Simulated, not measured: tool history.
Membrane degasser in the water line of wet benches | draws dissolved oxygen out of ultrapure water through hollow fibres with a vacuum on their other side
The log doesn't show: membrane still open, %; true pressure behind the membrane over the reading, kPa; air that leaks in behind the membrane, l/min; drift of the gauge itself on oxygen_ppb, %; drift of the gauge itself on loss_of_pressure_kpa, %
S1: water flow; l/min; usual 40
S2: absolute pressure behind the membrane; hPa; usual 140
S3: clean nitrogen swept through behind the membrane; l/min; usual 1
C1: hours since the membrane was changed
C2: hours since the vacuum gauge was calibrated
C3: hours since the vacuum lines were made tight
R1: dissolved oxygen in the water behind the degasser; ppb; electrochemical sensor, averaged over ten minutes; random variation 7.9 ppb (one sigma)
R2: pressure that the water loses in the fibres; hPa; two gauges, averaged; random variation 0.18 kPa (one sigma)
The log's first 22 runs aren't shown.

run 23 day=86.521 | S1=47 S2=276 S3=1.34 | C1=3584 C2=4489 C3=603 | R1=1486.6 R2=356.3
run 24 day=90.65 | S1=42 S2=293 S3=0.5 | C1=3683 C2=4588 C3=702 | R1=2719.7 R2=316.1
run 25 day=94.658 | S1=42 S2=293 S3=0.5 | C1=3779 C2=4684 C3=798 | R1=2730 R2=317.4
run 26 day=99.146 | S1=39 S2=293 S3=1.06 | C1=3887 C2=4792 C3=906 | R1=1638.8 R2=295.5
run 27 day=102.792 | S1=34 S2=140 S3=0.53 | C1=3974 C2=4879 C3=993 | R1=1121.4 R2=256.9
run 28 day=105.342 | S1=25 S2=186 S3=0.53 | C1=4035 C2=4941 C3=1054 | R1=1250.1 R2=187.4
run 29 day=108.546 | S1=40 S2=318 S3=1.16 | C1=4112 C2=5017 C3=1131 | R1=1667.7 R2=303.2
run 30 day=113.138 | S1=40 S2=134 S3=1.16 | C1=4222 C2=5128 C3=1241 | R1=689.9 R2=303.5

Forecast each of these 3 alternatives for the next run:
run A day=115.379 | S1=40 S2=202 S3=1 | C1=4276 C2=5181 C3=1295 | R1=? R2=?
run B day=115.379 | S1=36 S2=140 S3=1 | C1=4276 C2=5181 C3=1295 | R1=? R2=?
run C day=115.379 | S1=42 S2=140 S3=1 | C1=4276 C2=5181 C3=1295 | R1=? R2=?

run=A R1=1230.5 R2=303.2
run=B R1=744.2 R2=271.7
run=C R1=832 R2=318.1
Without the tool's hidden state the same runs would have given:
run=A R1=1229.9 R2=303
run=B R1=743.7 R2=271.5
run=C R1=831.4 R2=317.8
